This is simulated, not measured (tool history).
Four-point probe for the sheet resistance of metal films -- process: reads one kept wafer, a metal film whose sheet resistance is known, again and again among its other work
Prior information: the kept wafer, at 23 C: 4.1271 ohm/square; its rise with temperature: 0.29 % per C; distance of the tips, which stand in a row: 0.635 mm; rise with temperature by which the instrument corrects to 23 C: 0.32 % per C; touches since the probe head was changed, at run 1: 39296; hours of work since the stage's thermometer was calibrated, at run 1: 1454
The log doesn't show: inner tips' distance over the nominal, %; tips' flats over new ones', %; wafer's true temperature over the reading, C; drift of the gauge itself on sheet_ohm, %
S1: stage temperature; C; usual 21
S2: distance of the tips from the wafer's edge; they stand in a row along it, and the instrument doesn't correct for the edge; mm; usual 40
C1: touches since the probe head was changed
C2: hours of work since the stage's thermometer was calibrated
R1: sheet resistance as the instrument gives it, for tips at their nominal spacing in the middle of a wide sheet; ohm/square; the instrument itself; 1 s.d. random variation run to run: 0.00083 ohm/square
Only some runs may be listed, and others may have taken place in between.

run,day,S1,S2,C1,C2,R1
1,0.000,21,40,39296,1454,4.108546
2,2.258,21,40,39966,1478,4.108721
3,4.788,21,40,40717,1506,4.106983
4,7.267,21,40,41452,1533,4.108663
5,11.008,34,40,42562,1575,4.095158
6,13.421,21,40,43278,1601,4.108957
7,17.221,21,40,44405,1643,4.110641
8,18.850,21,40,44888,1661,4.109682
9,21.058,21,40,45544,1685,4.110377
10,22.950,21,40,46105,1706,4.110973
11,26.062,21,28,47028,1740,4.110866
12,27.950,21,40,47588,1760,4.110737
13,30.450,21,40,48330,1788,4.110181
14,32.654,21,40,48984,1812,4.111597
15,35.646,21,13,49872,1845,4.116392
# day 35.996: stage's thermometer calibrated
16,37.200,21,10,50327,13,4.117548
17,40.517,21,10,51311,50,4.117176
18,43.004,21,10,52049,77,4.118137
19,45.808,21,10,52881,108,4.119497
20,48.321,21,40,53626,135,4.111235
21,50.788,21,18,54358,162,4.112369
22,52.608,21,18,54898,182,4.113880
# day 55.125: stage's thermometer calibrated, once more
23,55.304,18,40,55692,2,4.128062
24,56.933,18,11,56175,20,4.135931
25,59.888,29,46,57051,52,4.114411
26,63.025,29,31,57983,87,4.115801
27,65.546,28,4,58731,114,4.170144
28,68.479,28,4,59600,147,4.172649
29,71.046,29,4,60363,175,4.170575
30,73.067,28,5,60962,197,4.153282
31,74.688,28,5,61443,215,4.152479
32,78.138,28,5,62467,253,4.153273
33,80.767,28,5,63247,281,4.153718
34,84.067,24,46,64226,318,4.121691
# day 87.208: new probe head fitted
35,87.529,32,47,95,355,4.109152
36,89.708,23,49,741,379,4.119985
37,91.479,23,49,1267,399,4.118823
38,93.246,28,49,1791,418,4.112912
39,95.788,19,5,2545,446,4.158932
40,98.867,21,55,3458,480,4.122247
41,102.296,35,6,4476,517,4.131520
42,105.192,33,50,5336,549,4.109720
43,108.525,24,12,6324,586,4.125788
44,112.288,33,63,7440,627,4.109840
45,114.446,18,29,8081,651,4.128612

Below, each run's measurement less what the same run would have read without the hidden state. Both values contain the same run-to-run variation, but the gauge's scatter may not be the same in both:
run,R1
1,-0.022165
2,-0.021904
3,-0.021609
4,-0.021378
5,-0.020606
6,-0.020709
7,-0.020324
8,-0.020172
9,-0.019939
10,-0.019746
11,-0.019392
12,-0.019177
13,-0.018896
14,-0.018614
15,-0.018316
16,-0.020928
17,-0.020560
18,-0.020258
19,-0.019978
20,-0.019696
21,-0.019452
22,-0.019247
23,-0.005736
24,-0.005552
25,-0.005225
26,-0.004936
27,-0.004716
28,-0.004361
29,-0.004093
30,-0.003924
31,-0.003717
32,-0.003321
33,-0.003060
34,-0.002704
35,-0.008794
36,-0.008616
37,-0.008437
38,-0.008179
39,-0.008014
40,-0.007617
41,-0.007224
42,-0.006828
43,-0.006580
44,-0.006091
45,-0.006009
